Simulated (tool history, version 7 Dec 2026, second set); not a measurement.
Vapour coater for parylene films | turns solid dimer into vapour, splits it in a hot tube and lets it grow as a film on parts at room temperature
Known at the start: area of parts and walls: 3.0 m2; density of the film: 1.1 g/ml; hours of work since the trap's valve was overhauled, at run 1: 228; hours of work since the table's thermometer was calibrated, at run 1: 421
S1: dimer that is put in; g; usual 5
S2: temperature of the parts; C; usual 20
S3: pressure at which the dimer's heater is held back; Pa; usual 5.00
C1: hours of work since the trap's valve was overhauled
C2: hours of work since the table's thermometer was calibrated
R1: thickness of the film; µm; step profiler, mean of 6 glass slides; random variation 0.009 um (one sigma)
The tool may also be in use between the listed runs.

{"run": 1, "hour": 0.0, "S1": 5, "S2": 20, "S3": 5.0, "C1": 228, "C2": 421, "R1": 0.843}
{"run": 2, "hour": 14.8, "S1": 5, "S2": 20, "S3": 5.0, "C1": 240, "C2": 433, "R1": 0.842}
{"run": 3, "hour": 31.0, "S1": 5, "S2": 20, "S3": 5.0, "C1": 253, "C2": 446, "R1": 0.824}
{"run": 4, "hour": 42.8, "S1": 5, "S2": 20, "S3": 5.0, "C1": 263, "C2": 456, "R1": 0.828}
{"run": 5, "hour": 57.8, "S1": 5, "S2": 20, "S3": 5.0, "C1": 275, "C2": 468, "R1": 0.81}
{"run": 6, "hour": 65.0, "S1": 5, "S2": 20, "S3": 5.0, "C1": 281, "C2": 473, "R1": 0.817}
{"run": 7, "hour": 77.7, "S1": 5, "S2": 20, "S3": 7.47, "C1": 291, "C2": 484, "R1": 0.749}
{"run": 8, "hour": 94.1, "S1": 5, "S2": 20, "S3": 7.47, "C1": 304, "C2": 497, "R1": 0.731}
{"run": 9, "hour": 105.3, "S1": 5, "S2": 20, "S3": 7.47, "C1": 313, "C2": 506, "R1": 0.731}
{"run": 10, "hour": 121.1, "S1": 5, "S2": 22, "S3": 5.0, "C1": 326, "C2": 519, "R1": 0.749}
{"run": 11, "hour": 136.0, "S1": 5, "S2": 20, "S3": 5.0, "C1": 338, "C2": 531, "R1": 0.786}
{"run": 12, "hour": 151.0, "S1": 5, "S2": 20, "S3": 5.0, "C1": 350, "C2": 543, "R1": 0.798}
{"run": 13, "hour": 158.2, "S1": 5, "S2": 20, "S3": 5.0, "C1": 356, "C2": 549, "R1": 0.796}
{"run": 14, "hour": 166.5, "S1": 5, "S2": 20, "S3": 11.8, "C1": 362, "C2": 555, "R1": 0.688}
{"run": 15, "hour": 177.1, "S1": 5, "S2": 20, "S3": 11.8, "C1": 371, "C2": 564, "R1": 0.678}
{"run": 16, "hour": 187.9, "S1": 5, "S2": 26, "S3": 11.8, "C1": 380, "C2": 573, "R1": 0.577}
{"run": 17, "hour": 200.1, "S1": 5, "S2": 26, "S3": 11.8, "C1": 389, "C2": 582, "R1": 0.572}
{"hour": 216.4, "done": "trap's valve overhauled"}
{"run": 18, "hour": 216.9, "S1": 5, "S2": 26, "S3": 11.8, "C1": 0, "C2": 593, "R1": 0.669}
{"run": 19, "hour": 234.0, "S1": 9, "S2": 26, "S3": 2.97, "C1": 14, "C2": 607, "R1": 1.515}
{"run": 20, "hour": 250.5, "S1": 2, "S2": 15, "S3": 3.73, "C1": 28, "C2": 620, "R1": 0.437}
{"run": 21, "hour": 266.1, "S1": 3, "S2": 30, "S3": 3.73, "C1": 40, "C2": 632, "R1": 0.445}
{"run": 22, "hour": 277.6, "S1": 5, "S2": 20, "S3": 7.79, "C1": 49, "C2": 642, "R1": 0.833}
{"run": 23, "hour": 292.4, "S1": 5, "S2": 26, "S3": 4.87, "C1": 61, "C2": 654, "R1": 0.75}
{"run": 24, "hour": 305.3, "S1": 4, "S2": 26, "S3": 6.55, "C1": 72, "C2": 664, "R1": 0.568}
{"run": 25, "hour": 321.7, "S1": 4, "S2": 26, "S3": 6.55, "C1": 85, "C2": 677, "R1": 0.556}
{"run": 26, "hour": 337.2, "S1": 4, "S2": 26, "S3": 6.55, "C1": 97, "C2": 690, "R1": 0.56}
{"run": 27, "hour": 354.2, "S1": 6, "S2": 22, "S3": 10.25, "C1": 111, "C2": 703, "R1": 0.883}
{"run": 28, "hour": 369.1, "S1": 5, "S2": 20, "S3": 2.9, "C1": 123, "C2": 715, "R1": 0.955}
{"run": 29, "hour": 386.7, "S1": 4, "S2": 20, "S3": 8.58, "C1": 137, "C2": 730, "R1": 0.642}
{"run": 30, "hour": 398.2, "S1": 4, "S2": 20, "S3": 8.58, "C1": 147, "C2": 739, "R1": 0.636}
{"run": 31, "hour": 415.7, "S1": 6, "S2": 17, "S3": 5.88, "C1": 161, "C2": 753, "R1": 1.072}
{"run": 32, "hour": 425.5, "S1": 6, "S2": 17, "S3": 5.88, "C1": 169, "C2": 761, "R1": 1.085}
{"run": 33, "hour": 434.6, "S1": 5, "S2": 20, "S3": 5.0, "C1": 176, "C2": 768, "R1": 0.843}
{"run": 34, "hour": 445.7, "S1": 4, "S2": 12, "S3": 5.0, "C1": 185, "C2": 777, "R1": 0.853}

Hidden state at the last listed run before each entry between runs and at the first one after, where it differs:
Between runs 17 and 18: trap's valve overhauled (hour 216.4)
  vapour lost through the trap's worn valve, %: 13.6 -> 0
  measured less the result without the state, R1: -0.082 -> +0.007 µm

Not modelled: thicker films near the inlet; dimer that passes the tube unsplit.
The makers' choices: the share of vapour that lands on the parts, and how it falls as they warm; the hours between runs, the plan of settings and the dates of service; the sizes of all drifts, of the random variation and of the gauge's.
